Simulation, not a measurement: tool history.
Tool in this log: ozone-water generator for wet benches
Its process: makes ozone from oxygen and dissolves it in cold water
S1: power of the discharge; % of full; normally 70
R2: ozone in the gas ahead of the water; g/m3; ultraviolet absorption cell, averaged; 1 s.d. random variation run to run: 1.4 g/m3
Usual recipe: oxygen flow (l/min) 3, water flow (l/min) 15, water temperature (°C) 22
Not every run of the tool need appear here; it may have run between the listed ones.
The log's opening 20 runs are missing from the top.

Run 21, day 40.004: usual settings but S1 97 % of full, oxygen flow (l/min) 2.71, water flow (l/min) 18, water temperature (°C) 14. Result: dissolved ozone (ppm) 19.4, R2 344.9 g/m3.
Run 22, day 42.821: usual settings but S1 97 % of full, oxygen flow (l/min) 2.71, water flow (l/min) 18, water temperature (°C) 14. Result: dissolved ozone (ppm) 19.6, R2 347.9 g/m3.
Run 23, day 44.171: usual settings but water temperature (°C) 17. Result: dissolved ozone (ppm) 18.8, R2 263.9 g/m3.
Run 24, day 45.542: usual settings but S1 93 % of full, oxygen flow (l/min) 1.64, water flow (l/min) 21, water temperature (°C) 28. Result: dissolved ozone (ppm) 12, R2 412 g/m3.
Run 25, day 47.817: usual settings but S1 63 % of full, oxygen flow (l/min) 5.23, water flow (l/min) 12, water temperature (°C) 19. Result: dissolved ozone (ppm) 21.7, R2 195.7 g/m3.
Run 26, day 49.842: usual settings but S1 63 % of full, oxygen flow (l/min) 5.23, water flow (l/min) 12, water temperature (°C) 19. Result: dissolved ozone (ppm) 22, R2 196.8 g/m3.
Run 27, day 51.792: usual settings but oxygen flow (l/min) 4.89, water flow (l/min) 9, water temperature (°C) 15. Result: dissolved ozone (ppm) 30.9, R2 213.9 g/m3.
Run 28, day 54.508: usual settings but oxygen flow (l/min) 4.74. Result: dissolved ozone (ppm) 18.3, R2 220.1 g/m3.
Run 29, day 57.338: usual settings but oxygen flow (l/min) 4.74. Result: dissolved ozone (ppm) 18.4, R2 219.1 g/m3.
Run 30, day 60.321: usual settings but S1 63 % of full, oxygen flow (l/min) 3.44, water flow (l/min) 18, water temperature (°C) 20. Result: dissolved ozone (ppm) 14.4, R2 230.4 g/m3.
Run 31, day 61.854: usual settings but S1 63 % of full, oxygen flow (l/min) 4.61, water flow (l/min) 11, water temperature (°C) 20. Result: dissolved ozone (ppm) 22.7, R2 204.6 g/m3.
Run 32, day 63.804: usual settings but S1 63 % of full, oxygen flow (l/min) 4.61, water flow (l/min) 11, water temperature (°C) 20. Result: dissolved ozone (ppm) 23.1, R2 205.8 g/m3.

4 ways to go on from here, each from the tool as it stands after run 32. What would each give?
Run A, day 65.975: usual settings but S1 63 % of full, oxygen flow (l/min) 4.61, water flow (l/min) 9, water temperature (°C) 20. Result: dissolved ozone (ppm) ?, R2 ?.
Run B, day 65.975: usual settings but S1 50 % of full. Result: dissolved ozone (ppm) ?, R2 ?.
Run C, day 65.975: usual settings but S1 63 % of full, oxygen flow (l/min) 4.04, water flow (l/min) 11, water temperature (°C) 29. Result: dissolved ozone (ppm) ?, R2 ?.
Run D, day 65.975: usual settings but oxygen flow (l/min) 1.89, water flow (l/min) 19. Result: dissolved ozone (ppm) ?, R2 ?.

run  dissolved ozone (ppm)     R2
  A                   26.5    207
  B                   13.7  210.7
  C                   19.5  218.5
  D                   12.1  318.7
What these runs would have given with no unlogged condition in the tool:
run  dissolved ozone (ppm)     R2
  A                   26.5  207.2
  B                   13.7  210.8
  C                   19.6  218.6
  D                   12.2  318.9
